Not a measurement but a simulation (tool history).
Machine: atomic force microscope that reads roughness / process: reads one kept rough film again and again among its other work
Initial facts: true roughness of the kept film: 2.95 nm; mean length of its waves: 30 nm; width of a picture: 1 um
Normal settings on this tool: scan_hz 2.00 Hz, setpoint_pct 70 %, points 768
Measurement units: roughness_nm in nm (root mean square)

run 1 hour=0.0 | scan_hz=2.00 setpoint_pct=70 points=768 | roughness_nm=2.523
run 2 hour=21.9 | scan_hz=2.00 setpoint_pct=70 points=531 | roughness_nm=2.508
run 3 hour=47.6 | scan_hz=0.56 setpoint_pct=70 points=768 | roughness_nm=2.676
run 4 hour=77.0 | scan_hz=1.15 setpoint_pct=70 points=768 | roughness_nm=2.599
run 5 hour=105.6 | scan_hz=2.00 setpoint_pct=70 points=768 | roughness_nm=2.523
run 6 hour=125.5 | scan_hz=2.00 setpoint_pct=70 points=275 | roughness_nm=2.471
run 7 hour=154.4 | scan_hz=2.00 setpoint_pct=70 points=275 | roughness_nm=2.505
run 8 hour=174.6 | scan_hz=2.00 setpoint_pct=70 points=453 | roughness_nm=2.520
run 9 hour=192.6 | scan_hz=1.96 setpoint_pct=70 points=768 | roughness_nm=2.519
run 10 hour=221.2 | scan_hz=1.96 setpoint_pct=70 points=768 | roughness_nm=2.522
run 11 hour=245.0 | scan_hz=2.98 setpoint_pct=70 points=768 | roughness_nm=2.412
run 12 hour=268.4 | scan_hz=2.98 setpoint_pct=70 points=768 | roughness_nm=2.404
run 13 hour=292.9 | scan_hz=2.98 setpoint_pct=70 points=768 | roughness_nm=2.422
run 14 hour=310.1 | scan_hz=2.00 setpoint_pct=70 points=768 | roughness_nm=2.488
run 15 hour=335.1 | scan_hz=2.00 setpoint_pct=70 points=768 | roughness_nm=2.516
run 16 hour=364.1 | scan_hz=2.00 setpoint_pct=70 points=768 | roughness_nm=2.535
run 17 hour=376.8 | scan_hz=2.00 setpoint_pct=70 points=768 | roughness_nm=2.512
run 18 hour=393.8 | scan_hz=2.00 setpoint_pct=70 points=609 | roughness_nm=2.528
run 19 hour=411.6 | scan_hz=2.00 setpoint_pct=70 points=768 | roughness_nm=2.527
run 20 hour=428.7 | scan_hz=2.00 setpoint_pct=70 points=768 | roughness_nm=2.523
run 21 hour=449.8 | scan_hz=2.00 setpoint_pct=70 points=768 | roughness_nm=2.514
run 22 hour=461.7 | scan_hz=1.96 setpoint_pct=70 points=768 | roughness_nm=2.525
run 23 hour=487.3 | scan_hz=1.96 setpoint_pct=70 points=768 | roughness_nm=2.509
run 24 hour=501.1 | scan_hz=2.00 setpoint_pct=82 points=768 | roughness_nm=2.337
run 25 hour=529.5 | scan_hz=2.00 setpoint_pct=70 points=422 | roughness_nm=2.494
run 26 hour=547.1 | scan_hz=2.78 setpoint_pct=70 points=768 | roughness_nm=2.447
run 27 hour=571.3 | scan_hz=2.00 setpoint_pct=70 points=768 | roughness_nm=2.516
run 28 hour=593.1 | scan_hz=2.00 setpoint_pct=70 points=768 | roughness_nm=2.516
run 29 hour=605.5 | scan_hz=2.00 setpoint_pct=70 points=862 | roughness_nm=2.509
run 30 hour=634.2 | scan_hz=2.00 setpoint_pct=67 points=862 | roughness_nm=2.554
run 31 hour=653.0 | scan_hz=0.74 setpoint_pct=71 points=768 | roughness_nm=2.659
run 32 hour=667.7 | scan_hz=0.74 setpoint_pct=71 points=768 | roughness_nm=2.657
run 33 hour=694.7 | scan_hz=0.74 setpoint_pct=71 points=768 | roughness_nm=2.649
run 34 hour=709.1 | scan_hz=0.89 setpoint_pct=76 points=711 | roughness_nm=2.613
run 35 hour=728.7 | scan_hz=1.00 setpoint_pct=70 points=631 | roughness_nm=2.641
run 36 hour=753.2 | scan_hz=1.00 setpoint_pct=70 points=631 | roughness_nm=2.614
run 37 hour=767.9 | scan_hz=1.00 setpoint_pct=70 points=631 | roughness_nm=2.641
run 38 hour=781.4 | scan_hz=1.45 setpoint_pct=77 points=768 | roughness_nm=2.503
run 39 hour=795.7 | scan_hz=1.05 setpoint_pct=61 points=663 | roughness_nm=2.678
run 40 hour=811.1 | scan_hz=0.58 setpoint_pct=70 points=768 | roughness_nm=2.675
run 41 hour=839.5 | scan_hz=0.58 setpoint_pct=70 points=768 | roughness_nm=2.699
run 42 hour=867.0 | scan_hz=2.00 setpoint_pct=83 points=663 | roughness_nm=2.314
run 43 hour=881.1 | scan_hz=2.00 setpoint_pct=83 points=663 | roughness_nm=2.304
run 44 hour=909.2 | scan_hz=2.00 setpoint_pct=71 points=300 | roughness_nm=2.481
run 45 hour=924.9 | scan_hz=2.00 setpoint_pct=71 points=300 | roughness_nm=2.475
run 46 hour=938.9 | scan_hz=1.28 setpoint_pct=83 points=881 | roughness_nm=2.475
run 47 hour=951.7 | scan_hz=1.01 setpoint_pct=83 points=805 | roughness_nm=2.514
run 48 hour=965.7 | scan_hz=1.09 setpoint_pct=72 points=262 | roughness_nm=2.562
run 49 hour=981.6 | scan_hz=2.63 setpoint_pct=73 points=330 | roughness_nm=2.371
run 50 hour=1006.4 | scan_hz=2.63 setpoint_pct=73 points=330 | roughness_nm=2.395
run 51 hour=1029.3 | scan_hz=2.00 setpoint_pct=56 points=361 | roughness_nm=2.641
run 52 hour=1056.9 | scan_hz=2.56 setpoint_pct=70 points=868 | roughness_nm=2.468
run 53 hour=1075.0 | scan_hz=1.04 setpoint_pct=74 points=510 | roughness_nm=2.596

Taken out of this log: 5 entries between the listed runs. Where each belongs, and how the hidden state differs across it:
From run 6 to run 7: new tip fitted (hour 151.3)
  radius of the tip, nm: 5.3 -> 5
From run 15 to run 16: new tip fitted (hour 355.9)
  radius of the tip, nm: 5.3 -> 5
From run 26 to run 27: new tip fitted (hour 559.1)
  radius of the tip, nm: 5.3 -> 5
From run 36 to run 37: new tip fitted (hour 762.3)
  radius of the tip, nm: 5.3 -> 5
From run 47 to run 48: new tip fitted (hour 965.0)
  radius of the tip, nm: 5.3 -> 5
